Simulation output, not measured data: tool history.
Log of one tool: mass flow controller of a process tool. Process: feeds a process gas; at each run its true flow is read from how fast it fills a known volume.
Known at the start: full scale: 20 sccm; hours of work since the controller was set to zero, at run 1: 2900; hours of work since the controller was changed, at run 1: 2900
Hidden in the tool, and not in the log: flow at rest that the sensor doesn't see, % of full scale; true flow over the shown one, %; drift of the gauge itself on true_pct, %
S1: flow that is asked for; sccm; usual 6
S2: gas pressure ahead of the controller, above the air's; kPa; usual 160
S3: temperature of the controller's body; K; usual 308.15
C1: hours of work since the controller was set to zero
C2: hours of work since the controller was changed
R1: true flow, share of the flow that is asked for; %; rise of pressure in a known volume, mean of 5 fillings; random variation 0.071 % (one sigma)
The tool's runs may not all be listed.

Run 1, hour 0: usual settings; C1 2900; C2 2900. Result: R1 98.82 %.
Run 2, hour 67: usual settings but S3 297.15 K; C1 2953; C2 2953. Result: R1 97.69 %.
Run 3, hour 145.5: usual settings; C1 3015; C2 3015. Result: R1 98.66 %.
Run 4, hour 208: usual settings; C1 3065; C2 3065. Result: R1 98.93 %.
Run 5, hour 298: usual settings; C1 3136; C2 3136. Result: R1 98.68 %.
Run 6, hour 347.2: usual settings but S3 310.15 K; C1 3175; C2 3175. Result: R1 98.84 %.
Run 7, hour 395.1: usual settings; C1 3213; C2 3213. Result: R1 98.73 %.
Run 8, hour 464.4: usual settings; C1 3268; C2 3268. Result: R1 98.67 %.
Run 9, hour 532.4: usual settings but S2 146 kPa; C1 3322; C2 3322. Result: R1 98.69 %.
Run 10, hour 596.6: usual settings but S2 146 kPa; C1 3373; C2 3373. Result: R1 98.72 %.
Run 11, hour 660.7: usual settings but S2 146 kPa; C1 3424; C2 3424. Result: R1 98.74 %.
Run 12, hour 713.1: usual settings but S2 202 kPa; C1 3466; C2 3466. Result: R1 98.15 %.
Run 13, hour 795.8: usual settings; C1 3532; C2 3532. Result: R1 98.58 %.
Run 14, hour 852.5: usual settings but S2 190 kPa; C1 3577; C2 3577. Result: R1 98.23 %.
Run 15, hour 913.2: usual settings but S3 311.15 K; C1 3625; C2 3625. Result: R1 98.97 %.
Run 16, hour 978.9: usual settings but S3 311.15 K; C1 3677; C2 3677. Result: R1 98.88 %.
Run 17, hour 1052.3: usual settings but S3 311.15 K; C1 3735; C2 3735. Result: R1 98.87 %.
Run 18, hour 1139.1: usual settings; C1 3804; C2 3804. Result: R1 98.22 %.
Run 19, hour 1183.6: usual settings; C1 3839; C2 3839. Result: R1 98.42 %.
Run 20, hour 1265.5: usual settings; C1 3904; C2 3904. Result: R1 98.2 %.
Run 21, hour 1337.3: usual settings; C1 3961; C2 3961. Result: R1 98.16 %.
Run 22, hour 1388.2: usual settings; C1 4002; C2 4002. Result: R1 98.25 %.
Run 23, hour 1483.3: usual settings; C1 4077; C2 4077. Result: R1 98.23 %.
Run 24, hour 1557.4: usual settings; C1 4136; C2 4136. Result: R1 98.25 %.
Run 25, hour 1605.4: usual settings but S3 295.15 K; C1 4174; C2 4174. Result: R1 96.64 %.
Run 26, hour 1682: usual settings but S3 295.15 K; C1 4235; C2 4235. Result: R1 96.53 %.
Run 27, hour 1777.3: usual settings but S1 2 sccm, S2 167 kPa, S3 301.15 K; C1 4311; C2 4311. Result: R1 90.95 %.
Run 28, hour 1849.3: usual settings but S1 2 sccm, S2 167 kPa, S3 301.15 K; C1 4368; C2 4368. Result: R1 90.88 %.
Run 29, hour 1888.9: usual settings but S1 8 sccm, S2 179 kPa, S3 301.15 K; C1 4399; C2 4399. Result: R1 97.85 %.
Run 30, hour 1971: usual settings but S1 8 sccm, S2 179 kPa, S3 301.15 K; C1 4465; C2 4465. Result: R1 97.98 %.
Run 31, hour 2013.4: usual settings but S1 5 sccm, S2 188 kPa, S3 301.15 K; C1 4498; C2 4498. Result: R1 96.19 %.
Run 32, hour 2063.5: usual settings but S1 3 sccm, S2 188 kPa, S3 301.15 K; C1 4538; C2 4538. Result: R1 93.56 %.
Run 33, hour 2132.7: usual settings but S2 209 kPa, S3 296.15 K; C1 4593; C2 4593. Result: R1 96.09 %.
Run 34, hour 2177.4: usual settings but S1 8 sccm, S2 221 kPa, S3 296.15 K; C1 4628; C2 4628. Result: R1 96.87 %.
Run 35, hour 2233.8: usual settings but S1 8 sccm, S2 221 kPa, S3 309.15 K; C1 4673; C2 4673. Result: R1 98.4 %.
Run 36, hour 2314.9: usual settings but S1 4 sccm, S2 221 kPa, S3 309.15 K; C1 4738; C2 4738. Result: R1 95.76 %.
Run 37, hour 2407.5: usual settings but S1 8 sccm, S2 205 kPa, S3 305.15 K; C1 4811; C2 4811. Result: R1 97.99 %.
Run 38, hour 2467.4: usual settings but S1 7 sccm, S2 255 kPa, S3 298.15 K; C1 4859; C2 4859. Result: R1 96.36 %.
Run 39, hour 2543.1: usual settings but S1 7 sccm, S2 255 kPa, S3 298.15 K; C1 4919; C2 4919. Result: R1 96.35 %.
Run 40, hour 2596.7: usual settings but S1 7 sccm, S2 193 kPa, S3 296.15 K; C1 4961; C2 4961. Result: R1 96.62 %.
Run 41, hour 2637.8: usual settings but S1 12 sccm, S2 238 kPa, S3 303.15 K; C1 4994; C2 4994. Result: R1 98.56 %.
Run 42, hour 2711.4: usual settings but S2 215 kPa, S3 301.15 K; C1 5052; C2 5052. Result: R1 96.33 %.
Run 43, hour 2777.2: usual settings but S1 3 sccm, S3 297.15 K; C1 5105; C2 5105. Result: R1 92.47 %.
Run 44, hour 2873.7: usual settings but S1 3 sccm, S2 149 kPa, S3 297.15 K; C1 5181; C2 5181. Result: R1 92.63 %.
At hour 2970.2: controller's zero set anew.
Run 45, hour 2970.2: usual settings but S1 4 sccm, S2 255 kPa; C1 0; C2 5258. Result: R1 100.53 %.
Run 46, hour 3059.4: usual settings but S1 13 sccm, S2 197 kPa, S3 300.15 K; C1 71; C2 5328. Result: R1 100.32 %.
Run 47, hour 3109.6: usual settings but S2 226 kPa, S3 303.15 K; C1 111; C2 5368. Result: R1 99.93 %.
Run 48, hour 3162.5: usual settings but S2 226 kPa, S3 303.15 K; C1 153; C2 5410. Result: R1 99.98 %.
Run 49, hour 3257.9: usual settings but S2 145 kPa, S3 312.15 K; C1 228; C2 5486. Result: R1 101.58 %.

3 ways to go on from here, each from the tool as it stands after run 49. What would each give?
Run A, hour 3350.8: usual settings but S1 19 sccm, S2 145 kPa, S3 306.15 K; C1 302; C2 5560. Result: R1 ?.
Run B, hour 3350.8: usual settings but S1 3 sccm, S2 228 kPa, S3 299.15 K; C1 302; C2 5560. Result: R1 ?.
Run C, hour 3350.8: usual settings but S1 3 sccm, S2 243 kPa, S3 312.15 K; C1 302; C2 5560. Result: R1 ?.

run      R1
  A  101.73
  B   99.01
  C  100.42
Without the tool's hidden state the same runs would have given:
run      R1
  A  101.31
  B      99
  C   100.4

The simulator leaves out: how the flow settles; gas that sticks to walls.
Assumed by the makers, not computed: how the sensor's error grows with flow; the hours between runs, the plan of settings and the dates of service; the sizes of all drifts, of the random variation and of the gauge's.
